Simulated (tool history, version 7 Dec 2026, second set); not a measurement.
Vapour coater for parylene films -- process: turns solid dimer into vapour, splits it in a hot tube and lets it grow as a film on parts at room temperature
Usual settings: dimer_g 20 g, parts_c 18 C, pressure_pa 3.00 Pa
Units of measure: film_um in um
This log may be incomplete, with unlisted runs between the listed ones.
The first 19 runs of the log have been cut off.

run,hour,dimer_g,parts_c,pressure_pa,film_um
20,484.3,20,16,3.00,5.34
21,509.7,20,24,3.00,4.71
22,536.7,12,12,2.79,3.44
23,566.7,12,12,2.79,3.41
24,593.5,20,10,11.25,4.60
25,623.2,21,21,3.00,5.13
26,655.7,29,21,4.58,6.56
27,671.5,29,21,4.58,6.51
28,702.5,29,21,4.58,6.57
# hour 732.3: trap's valve overhauled
29,732.3,29,21,4.58,6.56

Run 30, settings as shown, results not yet in. Your forecast:
30,757.0,23,21,7.82,?

Run 30 measured film_um 4.74 um.
If the tool had no hidden condition, the same run with the same run-to-run variation would have returned film_um 4.89 um.
